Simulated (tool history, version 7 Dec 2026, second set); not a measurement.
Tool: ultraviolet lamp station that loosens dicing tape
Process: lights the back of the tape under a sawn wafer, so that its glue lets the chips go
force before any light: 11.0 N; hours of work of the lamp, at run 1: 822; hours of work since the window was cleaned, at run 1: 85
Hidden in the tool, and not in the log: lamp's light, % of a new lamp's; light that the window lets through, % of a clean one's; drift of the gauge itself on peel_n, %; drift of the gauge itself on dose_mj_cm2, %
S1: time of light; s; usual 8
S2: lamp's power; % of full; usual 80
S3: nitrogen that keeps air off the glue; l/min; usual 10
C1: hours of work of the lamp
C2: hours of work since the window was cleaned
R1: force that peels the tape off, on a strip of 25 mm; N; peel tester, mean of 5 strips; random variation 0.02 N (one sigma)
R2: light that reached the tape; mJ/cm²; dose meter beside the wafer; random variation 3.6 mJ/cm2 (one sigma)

{"run": 1, "hour": 0.0, "S1": 8, "S2": 80, "S3": 10, "C1": 822, "C2": 85, "R1": 1.581, "R2": 467}
{"run": 2, "hour": 70.5, "S1": 8, "S2": 80, "S3": 10, "C1": 864, "C2": 127, "R1": 1.586, "R2": 460}
{"run": 3, "hour": 137.7, "S1": 8, "S2": 80, "S3": 10, "C1": 904, "C2": 168, "R1": 1.686, "R2": 457}
{"run": 4, "hour": 201.6, "S1": 5, "S2": 80, "S3": 10, "C1": 943, "C2": 206, "R1": 3.498, "R2": 280}
{"run": 5, "hour": 293.3, "S1": 5, "S2": 80, "S3": 10, "C1": 998, "C2": 261, "R1": 3.558, "R2": 268}
{"run": 6, "hour": 374.1, "S1": 5, "S2": 80, "S3": 10, "C1": 1047, "C2": 310, "R1": 3.536, "R2": 264}
{"run": 7, "hour": 475.2, "S1": 8, "S2": 80, "S3": 10, "C1": 1108, "C2": 371, "R1": 1.94, "R2": 409}
{"hour": 504.2, "done": "window cleaned of glue's vapour"}
{"run": 8, "hour": 529.1, "S1": 8, "S2": 80, "S3": 10, "C1": 1140, "C2": 15, "R1": 2.036, "R2": 401}
{"run": 9, "hour": 582.8, "S1": 8, "S2": 90, "S3": 10, "C1": 1172, "C2": 47, "R1": 1.662, "R2": 443}
{"run": 10, "hour": 629.4, "S1": 8, "S2": 90, "S3": 10, "C1": 1200, "C2": 75, "R1": 1.784, "R2": 434}
{"run": 11, "hour": 711.4, "S1": 8, "S2": 80, "S3": 10, "C1": 1250, "C2": 125, "R1": 2.189, "R2": 381}
{"run": 12, "hour": 753.4, "S1": 8, "S2": 80, "S3": 10, "C1": 1275, "C2": 150, "R1": 2.387, "R2": 373}
{"hour": 790.8, "done": "window cleaned of glue's vapour, once more"}
{"run": 13, "hour": 800.5, "S1": 8, "S2": 72, "S3": 10, "C1": 1303, "C2": 6, "R1": 2.445, "R2": 358}
{"hour": 848.1, "done": "lamp changed"}
{"run": 14, "hour": 899.7, "S1": 8, "S2": 72, "S3": 10, "C1": 31, "C2": 65, "R1": 1.305, "R2": 511}
{"run": 15, "hour": 943.5, "S1": 8, "S2": 72, "S3": 10, "C1": 57, "C2": 91, "R1": 1.328, "R2": 516}
{"run": 16, "hour": 1028.5, "S1": 8, "S2": 80, "S3": 10, "C1": 109, "C2": 143, "R1": 1.109, "R2": 553}
{"run": 17, "hour": 1103.1, "S1": 8, "S2": 80, "S3": 10, "C1": 154, "C2": 187, "R1": 1.113, "R2": 542}
{"run": 18, "hour": 1146.2, "S1": 8, "S2": 80, "S3": 19, "C1": 180, "C2": 213, "R1": 0.937, "R2": 538}
{"run": 19, "hour": 1243.1, "S1": 8, "S2": 80, "S3": 19, "C1": 238, "C2": 272, "R1": 0.989, "R2": 528}
{"run": 20, "hour": 1318.6, "S1": 8, "S2": 80, "S3": 19, "C1": 283, "C2": 317, "R1": 0.991, "R2": 517}
{"run": 21, "hour": 1414.1, "S1": 8, "S2": 80, "S3": 19, "C1": 341, "C2": 375, "R1": 1.057, "R2": 507}
{"hour": 1438.7, "done": "window cleaned of glue's vapour"}
{"run": 22, "hour": 1482.3, "S1": 8, "S2": 80, "S3": 19, "C1": 382, "C2": 26, "R1": 0.971, "R2": 524}
{"run": 23, "hour": 1530.3, "S1": 10, "S2": 85, "S3": 4, "C1": 410, "C2": 55, "R1": 1.025, "R2": 695}
{"run": 24, "hour": 1602.1, "S1": 8, "S2": 80, "S3": 5, "C1": 454, "C2": 98, "R1": 1.763, "R2": 511}
{"run": 25, "hour": 1651.4, "S1": 8, "S2": 80, "S3": 5, "C1": 483, "C2": 128, "R1": 1.816, "R2": 506}
{"run": 26, "hour": 1712.9, "S1": 8, "S2": 80, "S3": 5, "C1": 520, "C2": 165, "R1": 1.813, "R2": 497}
{"run": 27, "hour": 1815.9, "S1": 8, "S2": 80, "S3": 5, "C1": 582, "C2": 227, "R1": 1.897, "R2": 482}
{"run": 28, "hour": 1904.9, "S1": 12, "S2": 77, "S3": 13, "C1": 636, "C2": 281, "R1": 0.592, "R2": 684}
{"run": 29, "hour": 1995.6, "S1": 9, "S2": 80, "S3": 3, "C1": 691, "C2": 335, "R1": 2.03, "R2": 523}
{"hour": 2083.2, "done": "window cleaned of glue's vapour"}
{"run": 30, "hour": 2083.2, "S1": 4, "S2": 96, "S3": 3, "C1": 743, "C2": 0, "R1": 4.329, "R2": 286}
{"run": 31, "hour": 2172.4, "S1": 8, "S2": 96, "S3": 16, "C1": 797, "C2": 54, "R1": 0.906, "R2": 551}
{"run": 32, "hour": 2251.4, "S1": 13, "S2": 99, "S3": 6, "C1": 844, "C2": 101, "R1": 0.414, "R2": 896}
{"run": 33, "hour": 2318.5, "S1": 13, "S2": 60, "S3": 6, "C1": 885, "C2": 142, "R1": 1.434, "R2": 543}
{"run": 34, "hour": 2362.8, "S1": 13, "S2": 60, "S3": 6, "C1": 911, "C2": 168, "R1": 1.528, "R2": 536}
{"run": 35, "hour": 2451.7, "S1": 13, "S2": 60, "S3": 6, "C1": 965, "C2": 222, "R1": 1.513, "R2": 519}
{"run": 36, "hour": 2507.1, "S1": 13, "S2": 60, "S3": 6, "C1": 998, "C2": 255, "R1": 1.571, "R2": 512}
{"run": 37, "hour": 2573.4, "S1": 16, "S2": 98, "S3": 9, "C1": 1038, "C2": 295, "R1": 0.262, "R2": 1009}
{"run": 38, "hour": 2668.8, "S1": 5, "S2": 77, "S3": 3, "C1": 1096, "C2": 353, "R1": 4.972, "R2": 237}
{"hour": 2728.1, "done": "window cleaned of glue's vapour"}
{"run": 39, "hour": 2756.5, "S1": 9, "S2": 66, "S3": 16, "C1": 1148, "C2": 17, "R1": 1.944, "R2": 384}
{"run": 40, "hour": 2825.0, "S1": 9, "S2": 66, "S3": 16, "C1": 1189, "C2": 58, "R1": 2.038, "R2": 382}
{"run": 41, "hour": 2897.5, "S1": 6, "S2": 76, "S3": 10, "C1": 1233, "C2": 102, "R1": 3.384, "R2": 285}
{"run": 42, "hour": 2985.0, "S1": 8, "S2": 73, "S3": 6, "C1": 1286, "C2": 155, "R1": 2.924, "R2": 353}
{"hour": 3059.9, "done": "lamp changed"}
{"run": 43, "hour": 3079.4, "S1": 4, "S2": 81, "S3": 6, "C1": 12, "C2": 211, "R1": 3.786, "R2": 284}

Some steps in R1 between neighbouring runs. How much of each would the tool show without its hidden state too (settings, what came in, random variation), and how much is left for the hidden state, with any gauge scatter that isn't in both results?
Run 13 -> 14: lamp changed. R1 -1.14 N: hidden state -1.142, all else +0.002.
Run 30 -> 31: S1 4 -> 8, S3 3 -> 16. R1 -3.423 N: hidden state -0.441, all else -2.982.
Run 37 -> 38: S1 16 -> 5, S2 98 -> 77, S3 9 -> 3. R1 +4.71 N: hidden state +1.376, all else +3.334.
Run 38 -> 39: S1 5 -> 9, S2 77 -> 66, S3 3 -> 16, window cleaned of glue's vapour. R1 -3.028 N: hidden state -0.543, all else -2.485.
Run 42 -> 43: S1 8 -> 4, S2 73 -> 81, lamp changed. R1 +0.862 N: hidden state -1.244, all else +2.106.
